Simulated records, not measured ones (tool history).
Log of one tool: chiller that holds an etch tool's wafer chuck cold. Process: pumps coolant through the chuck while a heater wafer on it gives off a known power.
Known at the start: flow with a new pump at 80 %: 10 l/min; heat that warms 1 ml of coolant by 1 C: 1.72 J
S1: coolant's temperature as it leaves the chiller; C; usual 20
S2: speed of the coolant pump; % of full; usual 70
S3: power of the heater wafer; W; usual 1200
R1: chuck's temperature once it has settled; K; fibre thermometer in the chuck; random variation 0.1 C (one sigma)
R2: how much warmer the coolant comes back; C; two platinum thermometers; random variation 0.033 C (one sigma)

run,hour,S1,S2,S3,R1,R2
1,0,20,70,1200,306.95,4.77
2,19.9,20,70,1200,306.95,4.81
3,48.5,20,70,725,301.55,2.91
4,69.2,20,70,725,301.45,2.87
5,103.5,20,70,725,301.55,2.93
6,144.2,20,70,1200,306.95,4.8
7,176.3,20,70,1200,306.95,4.8
8,199.3,20,70,1200,307.05,4.83
# hour 224.2: coolant changed, channels flushed
9,238.7,20,70,1200,307.05,4.9
10,257.9,20,70,1200,306.95,4.82
11,294,20,70,1090,305.75,4.36
12,338,20,70,1090,305.55,4.35
13,379.1,20,70,1090,305.55,4.35
14,412.6,20,70,1090,305.85,4.36
15,441,20,70,1090,305.65,4.32
16,481.2,20,70,1200,306.95,4.77
17,513.4,20,70,1200,306.85,4.78
18,554.7,20,70,1200,307.15,4.75
19,589.8,25,78,1218,311.15,4.37
20,622.8,25,78,1218,311.25,4.42
21,659.1,25,78,1218,310.85,4.34
22,694.4,25,78,1218,311.05,4.34
23,729.2,13,73,774,294.65,2.9
24,751,13,73,774,294.85,2.97
25,775.4,13,73,774,294.65,2.98
26,801.2,13,73,827,295.35,3.17
27,844.8,13,73,827,295.35,3.19
28,872.5,13,73,827,295.15,3.14
29,901.3,14,91,1235,298.85,3.74
30,931.1,14,77,676,294.35,2.45
31,950.9,14,77,676,294.45,2.44
32,970,20,73,1786,313.25,6.91

3 ways to go on from here, each from the tool as it stands after run 32. What would each give?
A,1003.9,23,70,733,?,?
B,1003.9,21,89,1547,?,?
C,1003.9,19,75,749,?,?

run,R1,R2
A,304.55,2.96
B,309.05,4.85
C,300.35,2.79
Without the tool's hidden state the same runs would have given:
run,R1,R2
A,304.55,2.96
B,309.05,4.85
C,300.35,2.78
